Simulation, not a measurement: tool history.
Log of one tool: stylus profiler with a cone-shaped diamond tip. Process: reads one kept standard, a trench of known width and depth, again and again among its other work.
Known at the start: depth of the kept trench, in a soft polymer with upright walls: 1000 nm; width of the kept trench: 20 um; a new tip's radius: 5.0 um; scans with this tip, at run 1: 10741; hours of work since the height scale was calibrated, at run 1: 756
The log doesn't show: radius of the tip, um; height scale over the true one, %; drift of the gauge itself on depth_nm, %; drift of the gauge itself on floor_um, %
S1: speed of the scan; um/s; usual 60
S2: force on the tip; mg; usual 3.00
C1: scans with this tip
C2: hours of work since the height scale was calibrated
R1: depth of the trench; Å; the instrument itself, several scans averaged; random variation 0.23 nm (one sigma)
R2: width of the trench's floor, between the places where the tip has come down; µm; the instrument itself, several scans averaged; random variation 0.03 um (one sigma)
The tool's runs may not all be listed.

run      day   S1    S2     C1    C2       R1     R2
  1    0.000   60  3.00  10741   756  10167.2  13.72
  2    3.229   60  3.00  11596   816  10166.1  13.71
  3    4.729   33  3.00  11993   844  10167.7  13.85
  4    6.812   60  3.00  12544   883  10167.7  13.81
  5    8.754   60  3.00  13058   919  10170.5  13.71
  6   11.125   60  3.00  13686   964  10167.2  13.74
  7   13.079   62  3.00  14203  1000  10164.4  13.69
      15.138  -- height scale calibrated on a step standard
  8   15.650   62  3.00  14878    10  10165.3  13.70
  9   17.883   62  3.00  15470    51  10165.3  13.71
 10   21.021  198  3.00  16300   110  10165.3  13.09
 11   23.275   70  3.00  16897   152  10163.6  13.72
 12   24.971   70  6.10  17346   183  10268.9  13.79
 13   26.754   70  6.10  17818   217  10263.5  13.74
 14   29.462   70  6.10  18534   267  10264.7  13.82
 15   32.196   35  3.00  19258   318  10167.7  13.86
 16   34.642   35  3.00  19906   363  10169.5  13.84
 17   36.800   35  3.00  20477   404  10165.9  13.85
 18   38.612   35  3.00  20957   437  10162.8  13.86
 19   40.571   35  3.00  21475   474  10164.2  13.86
 20   43.754   35  3.00  22318   533  10164.8  13.83
 21   45.650   35  3.00  22820   569  10163.7  13.82
 22   47.033   35  3.00  23186   594  10166.9  13.81
 23   50.283   35  3.00  24047   655  10162.0  13.88
 24   52.288   16  2.09  24577   692  10133.1  13.94
 25   55.504   67  1.19  25429   752  10086.3  13.49
 26   58.042   67  1.19  26100   800  10087.3  13.51
 27   59.512   67  1.19  26490   827  10089.3  13.47
 28   61.183   67  1.19  26932   858  10086.8  13.52
 29   62.800   43  3.47  27360   888  10184.0  13.83
 30   66.038   43  3.47  28218   949  10181.2  13.75
 31   69.433   43  3.44  29116  1012  10185.2  13.78
      70.983  -- height scale calibrated on a step standard
 32   71.392   43  3.44  29629     8  10181.3  13.80
 33   74.654   52  5.30  30493    68  10244.7  13.79
 34   76.771   52  2.99  31053   108  10166.2  13.76
 35   78.867   80  7.38  31608   147  10302.6  13.74
 36   80.529  188  4.13  32048   178  10208.4  13.31
 37   83.504  188  4.13  32835   233  10206.6  13.27
      85.308  -- new tip fitted, height scale calibrated
 38   85.583   75  2.35     72     5  10144.5  13.61
 39   88.446   37  5.61    830    58  10252.1  13.89
 40   90.117   51  2.56   1273    90  10148.8  13.73
 41   91.867   21  2.13   1736   122  10128.8  13.87
 42   94.925   21  2.13   2545   179  10135.0  13.83
 43   98.312  160  3.86   3442   242  10196.9  13.36
 44  100.125  160  3.86   3922   276  10199.6  13.40
 45  102.321   16  1.29   4504   317  10093.2  13.89
 46  103.858   16  1.22   4911   346  10090.9  13.88

Measured less the same run without the tool's hidden state. The same run-to-run variation is in both; the gauge's scatter may not be:
run     R2
  1  -0.01
  2  +0.00
  3  -0.01
  4  -0.01
  5  -0.01
  6  -0.01
  7  -0.01
  8  -0.01
  9  -0.02
 10  -0.02
 11  -0.01
 12  -0.01
 13  -0.01
 14  -0.01
 15  -0.01
 16  -0.01
 17  -0.02
 18  -0.02
 19  -0.02
 20  -0.02
 21  -0.02
 22  -0.02
 23  -0.02
 24  -0.02
 25  -0.02
 26  -0.02
 27  -0.02
 28  -0.02
 29  -0.02
 30  -0.02
 31  -0.03
 32  -0.02
 33  -0.03
 34  -0.02
 35  -0.03
 36  -0.02
 37  -0.03
 38  +0.00
 39  +0.00
 40  +0.00
 41  +0.00
 42  -0.01
 43  +0.00
 44  -0.01
 45  +0.00
 46  -0.01
R1: within 0.1 Å of the measured result in every run.
